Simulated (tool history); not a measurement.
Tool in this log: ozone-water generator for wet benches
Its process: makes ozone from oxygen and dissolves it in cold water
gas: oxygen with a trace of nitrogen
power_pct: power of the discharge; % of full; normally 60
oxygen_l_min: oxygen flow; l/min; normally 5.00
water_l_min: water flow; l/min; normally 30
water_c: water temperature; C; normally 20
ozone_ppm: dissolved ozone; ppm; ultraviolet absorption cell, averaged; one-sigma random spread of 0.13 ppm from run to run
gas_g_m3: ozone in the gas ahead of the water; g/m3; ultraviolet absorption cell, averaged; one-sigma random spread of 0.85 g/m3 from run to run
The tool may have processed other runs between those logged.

Run 1, hour 0.0: usual settings. Result: ozone_ppm 11.8 ppm, gas_g_m3 130.4 g/m3.
Run 2, hour 35.1: usual settings. Result: ozone_ppm 11.8 ppm, gas_g_m3 128.5 g/m3.
Run 3, hour 71.5: usual settings. Result: ozone_ppm 11.8 ppm, gas_g_m3 128.5 g/m3.
Run 4, hour 108.8: usual settings. Result: ozone_ppm 11.8 ppm, gas_g_m3 127.7 g/m3.
Run 5, hour 136.0: usual settings. Result: ozone_ppm 11.6 ppm, gas_g_m3 127.9 g/m3.
Run 6, hour 176.5: usual settings but water_l_min 33 l/min. Result: ozone_ppm 11.1 ppm, gas_g_m3 128.0 g/m3.
Run 7, hour 214.3: usual settings. Result: ozone_ppm 11.5 ppm, gas_g_m3 128.4 g/m3.
Run 8, hour 262.6: usual settings but oxygen_l_min 7.18 l/min. Result: ozone_ppm 12.2 ppm, gas_g_m3 107.3 g/m3.
Run 9, hour 304.0: usual settings but water_l_min 44 l/min. Result: ozone_ppm 8.1 ppm, gas_g_m3 125.2 g/m3.
Run 10, hour 332.0: usual settings but water_l_min 44 l/min. Result: ozone_ppm 8.1 ppm, gas_g_m3 127.0 g/m3.
Run 11, hour 368.6: usual settings. Result: ozone_ppm 11.5 ppm, gas_g_m3 127.3 g/m3.
Run 12, hour 392.7: usual settings. Result: ozone_ppm 11.7 ppm, gas_g_m3 128.2 g/m3.
Run 13, hour 448.5: usual settings. Result: ozone_ppm 11.6 ppm, gas_g_m3 126.1 g/m3.
Run 14, hour 481.2: usual settings. Result: ozone_ppm 11.3 ppm, gas_g_m3 126.3 g/m3.
Run 15, hour 539.2: usual settings but water_l_min 20 l/min. Result: ozone_ppm 15.8 ppm, gas_g_m3 126.5 g/m3.
Run 16, hour 593.8: usual settings but water_l_min 20 l/min. Result: ozone_ppm 15.7 ppm, gas_g_m3 125.6 g/m3.
Run 17, hour 631.1: usual settings but water_l_min 20 l/min. Result: ozone_ppm 15.8 ppm, gas_g_m3 126.4 g/m3.
Run 18, hour 680.7: usual settings but water_l_min 20 l/min, water_c 28 C. Result: ozone_ppm 13.7 ppm, gas_g_m3 126.9 g/m3.
Run 19, hour 721.9: usual settings but water_l_min 21 l/min. Result: ozone_ppm 15.0 ppm, gas_g_m3 124.4 g/m3.
Run 20, hour 760.9: usual settings but oxygen_l_min 2.76 l/min, water_l_min 43 l/min. Result: ozone_ppm 6.8 ppm, gas_g_m3 168.8 g/m3.
Run 21, hour 790.7: usual settings but oxygen_l_min 7.22 l/min, water_c 14 C. Result: ozone_ppm 12.8 ppm, gas_g_m3 105.3 g/m3.
Run 22, hour 842.8: usual settings but oxygen_l_min 7.22 l/min, water_c 14 C. Result: ozone_ppm 12.7 ppm, gas_g_m3 104.4 g/m3.
Run 23, hour 897.0: usual settings but oxygen_l_min 7.22 l/min, water_c 14 C. Result: ozone_ppm 12.7 ppm, gas_g_m3 104.1 g/m3.
Run 24, hour 940.3: usual settings but power_pct 87 % of full, water_c 19 C. Result: ozone_ppm 15.4 ppm, gas_g_m3 168.5 g/m3.
Run 25, hour 987.5: usual settings but power_pct 76 % of full, oxygen_l_min 4.44 l/min, water_c 18 C. Result: ozone_ppm 13.6 ppm, gas_g_m3 160.2 g/m3.
Run 26, hour 1021.6: usual settings but water_c 17 C. Result: ozone_ppm 11.5 ppm, gas_g_m3 123.0 g/m3.
Run 27, hour 1062.0: usual settings but water_c 17 C. Result: ozone_ppm 11.9 ppm, gas_g_m3 124.0 g/m3.
Run 28, hour 1119.5: usual settings but power_pct 46 % of full, water_l_min 36 l/min. Result: ozone_ppm 7.6 ppm, gas_g_m3 101.0 g/m3.
Run 29, hour 1154.5: usual settings but water_l_min 24 l/min, water_c 22 C. Result: ozone_ppm 13.0 ppm, gas_g_m3 123.6 g/m3.
Run 30, hour 1204.1: usual settings but water_l_min 24 l/min, water_c 22 C. Result: ozone_ppm 13.0 ppm, gas_g_m3 123.5 g/m3.
Run 31, hour 1232.6: usual settings but power_pct 90 % of full, oxygen_l_min 4.36 l/min, water_l_min 38 l/min, water_c 15 C. Result: ozone_ppm 12.8 ppm, gas_g_m3 183.8 g/m3.
Run 32, hour 1271.0: usual settings but power_pct 77 % of full, oxygen_l_min 5.74 l/min, water_l_min 38 l/min, water_c 15 C. Result: ozone_ppm 11.9 ppm, gas_g_m3 140.9 g/m3.
Run 33, hour 1310.4: usual settings but power_pct 69 % of full, oxygen_l_min 8.72 l/min, water_l_min 43 l/min. Result: ozone_ppm 9.8 ppm, gas_g_m3 106.1 g/m3.

Each run again, without the hidden state but with its own random variation kept:
The tool's hidden condition here consists of: yield of the discharge, % of new electrodes'; contactor's efficiency, % of a clean one's; true water temperature over the reading, C; drift of the gauge itself on ozone_ppm, %; drift of the gauge itself on gas_g_m3, %.
run  ozone_ppm  gas_g_m3
  1       12.7     139.3
  2       12.7     137.5
  3       12.8     137.6
  4       12.8     136.9
  5       12.6     137.3
  6       12.0     137.6
  7       12.5     138.1
  8       13.3     115.6
  9        8.9     135.2
 10        8.9     137.3
 11       12.7     137.7
 12       12.8     138.7
 13       12.8     136.7
 14       12.5     137.2
 15       17.4     137.6
 16       17.4     136.9
 17       17.5     137.9
 18       15.2     138.6
 19       16.7     136.2
 20        7.6     185.0
 21       14.3     115.5
 22       14.3     114.8
 23       14.3     114.6
 24       18.0     192.5
 25       15.7     181.2
 26       13.0     136.1
 27       13.4     137.3
 28        8.4     109.0
 29       14.7     137.3
 30       14.8     137.5
 31       15.2     213.7
 32       14.0     161.4
 33       11.4     120.2
